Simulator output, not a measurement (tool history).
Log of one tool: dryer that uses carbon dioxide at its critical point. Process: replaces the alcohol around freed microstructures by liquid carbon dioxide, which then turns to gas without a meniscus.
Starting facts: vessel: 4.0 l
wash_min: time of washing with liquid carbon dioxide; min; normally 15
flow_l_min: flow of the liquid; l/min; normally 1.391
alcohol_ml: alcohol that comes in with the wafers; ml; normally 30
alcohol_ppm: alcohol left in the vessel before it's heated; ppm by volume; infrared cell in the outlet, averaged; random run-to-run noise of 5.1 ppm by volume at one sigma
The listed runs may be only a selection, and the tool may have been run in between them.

run	hour	wash_min	flow_l_min	alcohol_ml	alcohol_ppm
1	0.0	15	1.391	30	91
2	10.7	15	1.391	30	90
3	31.1	15	1.391	67	197
4	40.7	15	1.391	30	96
5	50.9	15	1.391	30	99
6	62.3	15	1.391	30	98
7	81.8	15	0.850	30	476
8	95.0	18	1.391	30	48
9	107.2	18	1.391	30	52
10	118.7	18	1.391	30	50
11	130.0	18	1.391	93	126
12	147.4	15	1.391	48	156
13	156.0	14	1.391	34	156
14	170.0	12	1.391	41	308
15	184.4	12	1.391	37	275
16	204.8	12	1.391	37	283
17	223.4	19	1.391	33	59
18	235.8	15	2.100	26	32
19	249.7	19	1.080	66	226
20	266.4	14	1.680	21	67
21	280.1	21	1.580	34	35
22	296.2	19	2.250	30	36
23	316.7	19	2.250	30	37

3 ways to go on from here, each from the tool as it stands after run 23. What would each give?
A	334.9	19	1.391	78	?
B	334.9	12	1.310	80	?
C	334.9	13	0.960	28	?

run	alcohol_ppm
A	108
B	719
C	524
Stripped of hidden state, with their random variation kept, the same runs would have yielded:
run	alcohol_ppm
A	54
B	549
C	411
